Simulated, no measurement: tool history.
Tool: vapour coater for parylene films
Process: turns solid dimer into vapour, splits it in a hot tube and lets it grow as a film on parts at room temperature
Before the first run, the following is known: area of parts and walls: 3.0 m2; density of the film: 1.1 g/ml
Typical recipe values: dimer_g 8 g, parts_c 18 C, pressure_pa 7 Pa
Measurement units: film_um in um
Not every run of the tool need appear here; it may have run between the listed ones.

| run | hour | dimer_g | parts_c | pressure_pa | film_um |
|---|---|---|---|---|---|
| 1 | 0 | 8 | 18 | 7 | 1.77 |
| 2 | 46.4 | 8 | 18 | 7 | 1.77 |
| 3 | 95.8 | 8 | 18 | 7 | 1.76 |
| 4 | 135 | 8 | 18 | 7 | 1.77 |
| 5 | 158.6 | 8 | 18 | 7 | 1.77 |
| 6 | 211.3 | 8 | 28 | 7 | 1.44 |
| 7 | 232.7 | 8 | 28 | 7 | 1.46 |
| 8 | 277.6 | 8 | 28 | 7 | 1.42 |
| 9 | 321.3 | 8 | 28 | 7 | 1.43 |
| 10 | 353.4 | 8 | 28 | 7 | 1.43 |
| 11 | 397.7 | 8 | 25 | 7 | 1.52 |
| 12 | 427 | 8 | 18 | 2.5 | 2.04 |
| 13 | 461 | 8 | 18 | 2.5 | 2.04 |
| 14 | 510.7 | 8 | 18 | 3.61 | 1.92 |
| 15 | 554 | 8 | 18 | 2.73 | 2 |
| 16 | 601.9 | 8 | 12 | 7 | 1.99 |
| 17 | 630.7 | 10 | 18 | 7 | 2.22 |
| 18 | 674.8 | 10 | 18 | 7 | 2.2 |
| 19 | 707.8 | 10 | 18 | 7 | 2.2 |
| 20 | 757.3 | 6 | 18 | 2.87 | 1.51 |
| 21 | 791.8 | 12 | 18 | 7 | 2.65 |
| 22 | 838.1 | 12 | 18 | 7 | 2.64 |
| 23 | 863.2 | 8 | 25 | 7 | 1.53 |
| 24 | 905 | 5 | 26 | 8.92 | 0.9 |
| 25 | 946.2 | 7 | 14 | 2.06 | 1.99 |
| 26 | 971.6 | 9 | 27 | 6.1 | 1.69 |
| 27 | 1002.1 | 9 | 20 | 6.1 | 1.96 |
| 28 | 1040.8 | 5 | 20 | 6.1 | 1.08 |
| 29 | 1082.7 | 5 | 20 | 7.12 | 1.07 |
| 30 | 1125.4 | 5 | 20 | 7.12 | 1.05 |
| 31 | 1153.4 | 5 | 20 | 7.12 | 1.06 |
| 32 | 1184.6 | 5 | 20 | 7.12 | 1.08 |
| 33 | 1210.5 | 8 | 18 | 2.11 | 2.09 |
| 34 | 1232.1 | 4 | 18 | 2.81 | 0.97 |
| 35 | 1263.5 | 12 | 13 | 2.23 | 3.44 |
| 36 | 1295.1 | 8 | 18 | 6.63 | 1.76 |

Withheld: 2 entries from between the runs. Position of each, and hidden state at the listed run before versus the listed run after:
Runs 5 to 6: trap's valve overhauled (hour 197.2)
  vapour lost through the trap's worn valve, %: 0.2 -> 0
Runs 26 to 27: trap's valve overhauled (hour 982.6)
  vapour lost through the trap's worn valve, %: 0.2 -> 0

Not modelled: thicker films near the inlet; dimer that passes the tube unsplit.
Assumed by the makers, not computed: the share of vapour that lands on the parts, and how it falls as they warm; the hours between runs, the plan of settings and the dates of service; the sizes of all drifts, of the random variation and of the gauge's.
